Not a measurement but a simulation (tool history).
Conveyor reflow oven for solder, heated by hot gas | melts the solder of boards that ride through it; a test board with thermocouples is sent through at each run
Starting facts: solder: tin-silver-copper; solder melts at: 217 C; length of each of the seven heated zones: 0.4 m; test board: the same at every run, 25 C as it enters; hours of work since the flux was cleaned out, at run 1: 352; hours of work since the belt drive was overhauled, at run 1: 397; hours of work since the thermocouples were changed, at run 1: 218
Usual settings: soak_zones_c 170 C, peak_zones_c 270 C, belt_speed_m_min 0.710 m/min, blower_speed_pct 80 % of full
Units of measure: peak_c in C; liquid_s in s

run   hour  soak_zones_c  peak_zones_c  belt_speed_m_min  blower_speed_pct  hours of work since the flux was cleaned out  hours of work since the belt drive was overhauled  hours of work since the thermocouples were changed  peak_c  liquid_s
  1    0.0           170           270             0.710                80                                           352                                                397                                                 218   253.5      50.0
  2   14.7           170           270             0.710                80                                           360                                                404                                                 226   253.4      49.9
  3   24.1           170           270             0.710                80                                           364                                                409                                                 230   253.3      49.9
  4   36.4           170           270             0.710                80                                           371                                                415                                                 236   253.2      49.6
  5   44.4           176           270             0.710                80                                           374                                                419                                                 240   254.3      52.2
  6   59.6           176           270             0.710                80                                           382                                                427                                                 248   254.0      52.3
  7   71.1           170           270             0.710                80                                           388                                                433                                                 254   253.4      49.8
  8   84.0           170           270             0.760                80                                           394                                                439                                                 260   250.9      44.9
  9   93.1           170           278             0.760                80                                           399                                                443                                                 265   257.6      48.4
 10  107.1           170           278             0.760                80                                           406                                                450                                                 272   257.6      48.8
 11  116.9           170           278             0.760                80                                           411                                                455                                                 276   257.8      48.5
 12  126.2           170           283             0.760                82                                           415                                                460                                                 281   262.4      50.7
 13  140.5           183           270             0.750                80                                           422                                                467                                                 288   254.0      50.9
 14  156.0           156           270             0.710                83                                           430                                                475                                                 296   251.5      45.1
     162.5  -- flux residue cleaned out of gas plates and filters
 15  177.5           170           264             0.710                73                                             7                                                483                                                 304   246.7      45.2
 16  193.6           170           264             0.710                73                                            15                                                491                                                 312   246.9      45.4
 17  203.4           170           264             0.710                73                                            20                                                496                                                 317   246.8      45.4
 18  213.0           170           264             0.710                73                                            25                                                501                                                 322   246.5      45.0
 19  229.3           170           264             0.710                73                                            33                                                509                                                 330   246.7      44.9
 20  245.0           178           273             0.650                68                                            41                                                516                                                 338   257.6      60.2
 21  259.4           178           273             0.650                68                                            48                                                524                                                 345   257.9      60.3
 22  276.8           168           274             0.738                53                                            57                                                532                                                 353   247.8      41.8

Forecast each of these 5 alternatives for the next run:
  A  293.3           179           270             0.710                80                                            65                                                540                                                 362       ?         ?
  B  293.3           170           270             0.837                54                                            65                                                540                                                 362       ?         ?
  C  293.3           166           281             0.847                80                                            65                                                540                                                 362       ?         ?
  D  293.3           168           285             0.617                53                                            65                                                540                                                 362       ?         ?
  E  293.3           160           281             0.710                60                                            65                                                540                                                 362       ?         ?

run  peak_c  liquid_s
  A   254.9      53.5
  B   240.1      30.8
  C   254.8      40.4
  D   264.9      63.7
  E   256.1      48.0
Take away the tool's hidden state, keep each run's random variation, and the runs would have read:
run  peak_c  liquid_s
  A   254.9      53.5
  B   240.1      30.8
  C   254.8      40.3
  D   264.9      63.7
  E   256.1      48.0

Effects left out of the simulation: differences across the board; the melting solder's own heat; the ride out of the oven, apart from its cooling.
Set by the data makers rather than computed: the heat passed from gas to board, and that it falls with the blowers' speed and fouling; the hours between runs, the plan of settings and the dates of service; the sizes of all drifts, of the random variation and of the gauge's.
